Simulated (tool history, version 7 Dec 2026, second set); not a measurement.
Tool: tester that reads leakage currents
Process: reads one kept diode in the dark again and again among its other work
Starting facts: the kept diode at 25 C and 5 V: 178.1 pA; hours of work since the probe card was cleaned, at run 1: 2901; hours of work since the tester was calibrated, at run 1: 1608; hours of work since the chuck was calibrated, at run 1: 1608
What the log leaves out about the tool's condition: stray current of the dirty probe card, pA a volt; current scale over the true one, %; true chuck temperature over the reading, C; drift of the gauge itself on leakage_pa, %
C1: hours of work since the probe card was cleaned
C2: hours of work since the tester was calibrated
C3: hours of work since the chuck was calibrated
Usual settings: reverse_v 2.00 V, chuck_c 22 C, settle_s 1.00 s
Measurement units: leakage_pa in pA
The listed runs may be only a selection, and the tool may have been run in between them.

run 1 hour=0.0 | reverse_v=2.00 chuck_c=22 settle_s=1.00 | C1=2901 C2=1608 C3=1608 | leakage_pa=111.09
-- hour=61.9 chuck's temperature calibrated
run 2 hour=147.7 | reverse_v=2.00 chuck_c=22 settle_s=1.00 | C1=2976 C2=1684 C3=45 | leakage_pa=93.20
run 3 hour=264.0 | reverse_v=2.00 chuck_c=22 settle_s=1.00 | C1=3037 C2=1744 C3=105 | leakage_pa=93.70
run 4 hour=423.1 | reverse_v=2.00 chuck_c=22 settle_s=1.00 | C1=3119 C2=1827 C3=188 | leakage_pa=94.83
run 5 hour=583.6 | reverse_v=2.00 chuck_c=22 settle_s=1.00 | C1=3202 C2=1910 C3=271 | leakage_pa=95.82
run 6 hour=779.6 | reverse_v=2.00 chuck_c=22 settle_s=1.00 | C1=3304 C2=2012 C3=373 | leakage_pa=96.48
run 7 hour=957.8 | reverse_v=2.00 chuck_c=22 settle_s=1.00 | C1=3397 C2=2104 C3=465 | leakage_pa=97.72
run 8 hour=1106.1 | reverse_v=2.00 chuck_c=22 settle_s=1.00 | C1=3474 C2=2181 C3=542 | leakage_pa=98.85
run 9 hour=1225.4 | reverse_v=2.00 chuck_c=22 settle_s=1.00 | C1=3536 C2=2243 C3=604 | leakage_pa=99.52
run 10 hour=1312.0 | reverse_v=2.00 chuck_c=22 settle_s=1.00 | C1=3581 C2=2288 C3=649 | leakage_pa=99.91
run 11 hour=1431.4 | reverse_v=2.00 chuck_c=22 settle_s=1.00 | C1=3643 C2=2350 C3=711 | leakage_pa=100.20
run 12 hour=1636.0 | reverse_v=2.00 chuck_c=31 settle_s=1.00 | C1=3749 C2=2456 C3=817 | leakage_pa=232.59
-- hour=1753.7 probe card cleaned and baked
run 13 hour=1814.9 | reverse_v=2.00 chuck_c=31 settle_s=1.00 | C1=32 C2=2547 C3=908 | leakage_pa=231.30
run 14 hour=1991.9 | reverse_v=2.00 chuck_c=31 settle_s=1.00 | C1=124 C2=2639 C3=1000 | leakage_pa=236.25
run 15 hour=2104.4 | reverse_v=2.00 chuck_c=31 settle_s=1.00 | C1=182 C2=2698 C3=1059 | leakage_pa=236.92
run 16 hour=2262.6 | reverse_v=2.00 chuck_c=31 settle_s=1.00 | C1=264 C2=2780 C3=1141 | leakage_pa=239.72
run 17 hour=2455.7 | reverse_v=2.00 chuck_c=31 settle_s=1.00 | C1=364 C2=2880 C3=1241 | leakage_pa=241.90
run 18 hour=2639.2 | reverse_v=2.00 chuck_c=31 settle_s=1.00 | C1=460 C2=2975 C3=1336 | leakage_pa=244.30
run 19 hour=2781.8 | reverse_v=17.26 chuck_c=22 settle_s=1.00 | C1=534 C2=3049 C3=1410 | leakage_pa=262.71
run 20 hour=2976.5 | reverse_v=10.27 chuck_c=25 settle_s=0.44 | C1=635 C2=3150 C3=1511 | leakage_pa=284.45
run 21 hour=3074.6 | reverse_v=1.62 chuck_c=50 settle_s=0.34 | C1=686 C2=3201 C3=1562 | leakage_pa=1130.76
-- hour=3224.7 chuck's temperature calibrated
run 22 hour=3238.4 | reverse_v=1.62 chuck_c=50 settle_s=1.62 | C1=770 C2=3285 C3=7 | leakage_pa=972.86
run 23 hour=3325.0 | reverse_v=12.51 chuck_c=55 settle_s=1.73 | C1=815 C2=3330 C3=52 | leakage_pa=3362.75
run 24 hour=3420.6 | reverse_v=1.78 chuck_c=28 settle_s=1.68 | C1=864 C2=3380 C3=102 | leakage_pa=155.01
run 25 hour=3614.4 | reverse_v=4.57 chuck_c=48 settle_s=6.44 | C1=965 C2=3480 C3=202 | leakage_pa=1287.77
run 26 hour=3792.5 | reverse_v=2.00 chuck_c=27 settle_s=0.32 | C1=1057 C2=3573 C3=295 | leakage_pa=152.93
run 27 hour=3989.5 | reverse_v=3.43 chuck_c=22 settle_s=3.61 | C1=1160 C2=3675 C3=397 | leakage_pa=120.99
run 28 hour=4085.7 | reverse_v=2.69 chuck_c=47 settle_s=3.61 | C1=1209 C2=3725 C3=447 | leakage_pa=988.95
run 29 hour=4247.6 | reverse_v=2.38 chuck_c=47 settle_s=0.32 | C1=1294 C2=3809 C3=531 | leakage_pa=945.49
run 30 hour=4343.1 | reverse_v=5.15 chuck_c=20 settle_s=0.77 | C1=1343 C2=3859 C3=581 | leakage_pa=121.31
run 31 hour=4482.4 | reverse_v=5.15 chuck_c=20 settle_s=0.77 | C1=1415 C2=3931 C3=653 | leakage_pa=121.27
run 32 hour=4630.6 | reverse_v=5.15 chuck_c=20 settle_s=0.77 | C1=1492 C2=4008 C3=730 | leakage_pa=123.57
run 33 hour=4754.7 | reverse_v=2.71 chuck_c=23 settle_s=0.47 | C1=1557 C2=4072 C3=794 | leakage_pa=126.34
run 34 hour=4916.0 | reverse_v=2.71 chuck_c=23 settle_s=0.47 | C1=1640 C2=4156 C3=878 | leakage_pa=127.94
run 35 hour=5117.4 | reverse_v=2.71 chuck_c=23 settle_s=0.47 | C1=1745 C2=4261 C3=982 | leakage_pa=129.76
run 36 hour=5257.1 | reverse_v=3.12 chuck_c=27 settle_s=1.10 | C1=1817 C2=4333 C3=1055 | leakage_pa=199.18

Subtracting, for every run, the result it would have given without the tool's unlogged condition from the measured result gives the following. The same run-to-run variation enters both numbers; the gauge's scatter may not:
run=1 leakage_pa=+18.98
run=2 leakage_pa=+0.79
run=3 leakage_pa=+1.42
run=4 leakage_pa=+2.37
run=5 leakage_pa=+3.26
run=6 leakage_pa=+4.31
run=7 leakage_pa=+5.37
run=8 leakage_pa=+6.29
run=9 leakage_pa=+7.04
run=10 leakage_pa=+7.53
run=11 leakage_pa=+8.32
run=12 leakage_pa=+19.14
run=13 leakage_pa=+20.05
run=14 leakage_pa=+22.65
run=15 leakage_pa=+23.98
run=16 leakage_pa=+26.19
run=17 leakage_pa=+28.73
run=18 leakage_pa=+31.30
run=19 leakage_pa=+38.55
run=20 leakage_pa=+43.09
run=21 leakage_pa=+149.73
run=22 leakage_pa=-7.66
run=23 leakage_pa=-11.05
run=24 leakage_pa=+0.63
run=25 leakage_pa=+15.40
run=26 leakage_pa=+4.11
run=27 leakage_pa=+5.32
run=28 leakage_pa=+36.57
run=29 leakage_pa=+41.66
run=30 leakage_pa=+8.26
run=31 leakage_pa=+9.19
run=32 leakage_pa=+10.45
run=33 leakage_pa=+10.78
run=34 leakage_pa=+12.06
run=35 leakage_pa=+13.74
run=36 leakage_pa=+21.78
